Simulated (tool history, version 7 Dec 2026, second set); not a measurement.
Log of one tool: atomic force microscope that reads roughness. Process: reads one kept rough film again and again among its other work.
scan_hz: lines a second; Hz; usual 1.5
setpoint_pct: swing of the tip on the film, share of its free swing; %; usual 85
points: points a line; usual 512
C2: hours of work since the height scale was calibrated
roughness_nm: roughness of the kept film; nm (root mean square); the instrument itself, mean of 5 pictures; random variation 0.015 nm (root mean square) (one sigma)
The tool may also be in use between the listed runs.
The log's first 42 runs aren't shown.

run 43 day=41.979 | scan_hz=1.53 setpoint_pct=85 points=512 | pictures_with_this_tip=341 C2=827 | roughness_nm=3.114
run 44 day=42.738 | scan_hz=3.68 setpoint_pct=66 points=846 | pictures_with_this_tip=364 C2=835 | roughness_nm=3.122
-- day=43.188 new tip fitted
run 45 day=43.338 | scan_hz=3.68 setpoint_pct=66 points=846 | pictures_with_this_tip=5 C2=841 | roughness_nm=3.687
run 46 day=44.042 | scan_hz=3.68 setpoint_pct=66 points=846 | pictures_with_this_tip=26 C2=848 | roughness_nm=3.643
run 47 day=45.142 | scan_hz=3.16 setpoint_pct=66 points=555 | pictures_with_this_tip=60 C2=860 | roughness_nm=3.657
run 48 day=46.329 | scan_hz=3.16 setpoint_pct=66 points=555 | pictures_with_this_tip=96 C2=872 | roughness_nm=3.602
run 49 day=47.425 | scan_hz=3.16 setpoint_pct=66 points=555 | pictures_with_this_tip=129 C2=884 | roughness_nm=3.504
run 50 day=48.5 | scan_hz=0.78 setpoint_pct=85 points=512 | pictures_with_this_tip=161 C2=895 | roughness_nm=3.543
run 51 day=49.175 | scan_hz=1.02 setpoint_pct=85 points=512 | pictures_with_this_tip=182 C2=902 | roughness_nm=3.489
run 52 day=49.962 | scan_hz=1.98 setpoint_pct=79 points=375 | pictures_with_this_tip=206 C2=910 | roughness_nm=3.347
run 53 day=51.246 | scan_hz=2 setpoint_pct=69 points=512 | pictures_with_this_tip=245 C2=924 | roughness_nm=3.389

Forecast each of these 4 alternatives for the next run:
run A day=51.933 | scan_hz=1.38 setpoint_pct=85 points=471 | pictures_with_this_tip=265 C2=931 | roughness_nm=?
run B day=51.933 | scan_hz=3.05 setpoint_pct=79 points=292 | pictures_with_this_tip=265 C2=931 | roughness_nm=?
run C day=51.933 | scan_hz=0.85 setpoint_pct=65 points=748 | pictures_with_this_tip=265 C2=931 | roughness_nm=?
run D day=51.933 | scan_hz=1.5 setpoint_pct=85 points=350 | pictures_with_this_tip=265 C2=931 | roughness_nm=?

run=A roughness_nm=3.279
run=B roughness_nm=3.098
run=C roughness_nm=3.495
run=D roughness_nm=3.243
Without the tool's hidden state the same runs would have given:
run=A roughness_nm=3.674
run=B roughness_nm=3.472
run=C roughness_nm=3.916
run=D roughness_nm=3.635

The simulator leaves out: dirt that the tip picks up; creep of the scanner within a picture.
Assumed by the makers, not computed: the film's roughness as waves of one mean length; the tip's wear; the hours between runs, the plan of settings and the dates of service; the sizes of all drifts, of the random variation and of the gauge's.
